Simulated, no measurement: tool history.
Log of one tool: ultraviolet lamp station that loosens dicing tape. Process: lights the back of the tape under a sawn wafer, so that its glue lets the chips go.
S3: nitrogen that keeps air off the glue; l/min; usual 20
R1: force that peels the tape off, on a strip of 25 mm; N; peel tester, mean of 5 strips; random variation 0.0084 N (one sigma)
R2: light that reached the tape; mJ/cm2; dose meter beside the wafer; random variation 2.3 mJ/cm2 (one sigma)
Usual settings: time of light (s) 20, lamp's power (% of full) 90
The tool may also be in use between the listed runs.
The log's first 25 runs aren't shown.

{"run": 26, "hour": 675.9, "time of light (s)": 20, "lamp's power (% of full)": 81, "S3": 20, "R1": 1.242, "R2": 142}
{"hour": 682.7, "done": "lamp changed"}
{"run": 27, "hour": 699.5, "time of light (s)": 10, "lamp's power (% of full)": 92, "S3": 6, "R1": 2.278, "R2": 119}
{"run": 28, "hour": 739.7, "time of light (s)": 10, "lamp's power (% of full)": 72, "S3": 7, "R1": 2.916, "R2": 92}
{"run": 29, "hour": 777.5, "time of light (s)": 30, "lamp's power (% of full)": 72, "S3": 9, "R1": 0.356, "R2": 280}
{"run": 30, "hour": 817.2, "time of light (s)": 25, "lamp's power (% of full)": 72, "S3": 20, "R1": 0.381, "R2": 230}
{"run": 31, "hour": 833.7, "time of light (s)": 13, "lamp's power (% of full)": 64, "S3": 20, "R1": 1.932, "R2": 106}
{"run": 32, "hour": 867.3, "time of light (s)": 13, "lamp's power (% of full)": 77, "S3": 10, "R1": 1.818, "R2": 127}
{"run": 33, "hour": 904.2, "time of light (s)": 13, "lamp's power (% of full)": 92, "S3": 10, "R1": 1.361, "R2": 147}
{"run": 34, "hour": 926.1, "time of light (s)": 13, "lamp's power (% of full)": 82, "S3": 20, "R1": 1.354, "R2": 134}
{"run": 35, "hour": 964.3, "time of light (s)": 27, "lamp's power (% of full)": 93, "S3": 8, "R1": 0.294, "R2": 309}
{"run": 36, "hour": 999.3, "time of light (s)": 11, "lamp's power (% of full)": 86, "S3": 21, "R1": 1.771, "R2": 116}
{"run": 37, "hour": 1020.0, "time of light (s)": 10, "lamp's power (% of full)": 62, "S3": 24, "R1": 2.989, "R2": 79}
{"run": 38, "hour": 1051.3, "time of light (s)": 13, "lamp's power (% of full)": 95, "S3": 9, "R1": 1.476, "R2": 148}
{"run": 39, "hour": 1080.6, "time of light (s)": 13, "lamp's power (% of full)": 95, "S3": 9, "R1": 1.485, "R2": 142}
{"run": 40, "hour": 1105.3, "time of light (s)": 13, "lamp's power (% of full)": 95, "S3": 9, "R1": 1.488, "R2": 146}
{"run": 41, "hour": 1127.2, "time of light (s)": 10, "lamp's power (% of full)": 90, "S3": 20, "R1": 1.954, "R2": 104}
{"run": 42, "hour": 1151.1, "time of light (s)": 10, "lamp's power (% of full)": 90, "S3": 20, "R1": 1.924, "R2": 104}
{"run": 43, "hour": 1191.6, "time of light (s)": 10, "lamp's power (% of full)": 90, "S3": 20, "R1": 2, "R2": 104}

3 ways to go on from here, each from the tool as it stands after run 43. What would each give?
{"run": "A", "hour": 1213.6, "time of light (s)": 23, "lamp's power (% of full)": 90, "S3": 23, "R1": "?", "R2": "?"}
{"run": "B", "hour": 1213.6, "time of light (s)": 37, "lamp's power (% of full)": 94, "S3": 20, "R1": "?", "R2": "?"}
{"run": "C", "hour": 1213.6, "time of light (s)": 28, "lamp's power (% of full)": 90, "S3": 20, "R1": "?", "R2": "?"}

run=A R1=0.344 R2=236
run=B R1=0.106 R2=395
run=C R1=0.218 R2=289
Without the tool's hidden state the same runs would have given:
run=A R1=0.215 R2=281
run=B R1=0.085 R2=469
run=C R1=0.139 R2=343
